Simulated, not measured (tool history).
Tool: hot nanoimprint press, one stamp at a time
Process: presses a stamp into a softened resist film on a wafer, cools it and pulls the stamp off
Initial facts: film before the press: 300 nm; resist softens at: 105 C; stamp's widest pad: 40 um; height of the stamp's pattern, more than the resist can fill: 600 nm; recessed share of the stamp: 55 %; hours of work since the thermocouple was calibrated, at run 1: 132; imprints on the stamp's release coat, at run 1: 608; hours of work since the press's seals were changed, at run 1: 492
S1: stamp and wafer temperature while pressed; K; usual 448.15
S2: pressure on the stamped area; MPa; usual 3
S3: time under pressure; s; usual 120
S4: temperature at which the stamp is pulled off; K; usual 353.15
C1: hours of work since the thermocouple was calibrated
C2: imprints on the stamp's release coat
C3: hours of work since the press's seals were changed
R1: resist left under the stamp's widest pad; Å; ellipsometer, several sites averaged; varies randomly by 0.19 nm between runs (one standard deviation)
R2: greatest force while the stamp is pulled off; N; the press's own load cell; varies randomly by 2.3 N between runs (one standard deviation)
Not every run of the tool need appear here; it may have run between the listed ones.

| run | hour | S1 | S2 | S3 | S4 | C1 | C2 | C3 | R1 | R2 |
|---|---|---|---|---|---|---|---|---|---|---|
| 1 | 0.0 | 448.15 | 3 | 120 | 353.15 | 132 | 608 | 492 | 1379 | 167 |
| 2 | 24.5 | 448.15 | 3 | 120 | 353.15 | 147 | 694 | 508 | 1378 | 171 |
| 3 | 41.6 | 448.15 | 3 | 120 | 353.15 | 158 | 754 | 518 | 1378 | 170 |
| 4 | 53.9 | 448.15 | 3 | 120 | 353.15 | 166 | 798 | 526 | 1374 | 175 |
| 5 | 76.1 | 448.15 | 3 | 120 | 353.15 | 180 | 875 | 540 | 1375 | 180 |
| 6 | 90.0 | 448.15 | 3 | 120 | 353.15 | 189 | 925 | 549 | 1374 | 181 |
|  | 111.2 | stamp cleaned and given a new release coat |
| 7 | 111.7 | 451.15 | 3 | 120 | 353.15 | 199 | 2 | 559 | 1248 | 144 |
| 8 | 138.1 | 451.15 | 3 | 120 | 353.15 | 216 | 94 | 576 | 1241 | 144 |
| 9 | 159.9 | 451.15 | 3 | 120 | 353.15 | 230 | 171 | 590 | 1246 | 152 |
| 10 | 177.9 | 447.15 | 3 | 120 | 353.15 | 241 | 234 | 601 | 1405 | 150 |
| 11 | 193.3 | 448.15 | 3 | 120 | 353.15 | 251 | 288 | 611 | 1363 | 149 |
| 12 | 207.7 | 448.15 | 3 | 120 | 353.15 | 260 | 339 | 620 | 1365 | 156 |
|  | 216.1 | plate thermocouple calibrated |
| 13 | 232.3 | 448.15 | 3 | 120 | 353.15 | 10 | 415 | 634 | 1391 | 156 |
| 14 | 258.5 | 448.15 | 3 | 120 | 353.15 | 27 | 507 | 651 | 1390 | 163 |
| 15 | 282.6 | 448.15 | 3 | 120 | 353.15 | 42 | 592 | 666 | 1388 | 167 |

Run 16 has not been measured yet. What should we expect?
| 16 | 300.7 | 448.15 | 3 | 91 | 353.15 | 54 | 655 | 678 | ? | ? |

{"run 16": {"R1": 1543, "R2": 164}}
Without the tool's hidden state the same run would have given R1 1549 Å, R2 136 N.

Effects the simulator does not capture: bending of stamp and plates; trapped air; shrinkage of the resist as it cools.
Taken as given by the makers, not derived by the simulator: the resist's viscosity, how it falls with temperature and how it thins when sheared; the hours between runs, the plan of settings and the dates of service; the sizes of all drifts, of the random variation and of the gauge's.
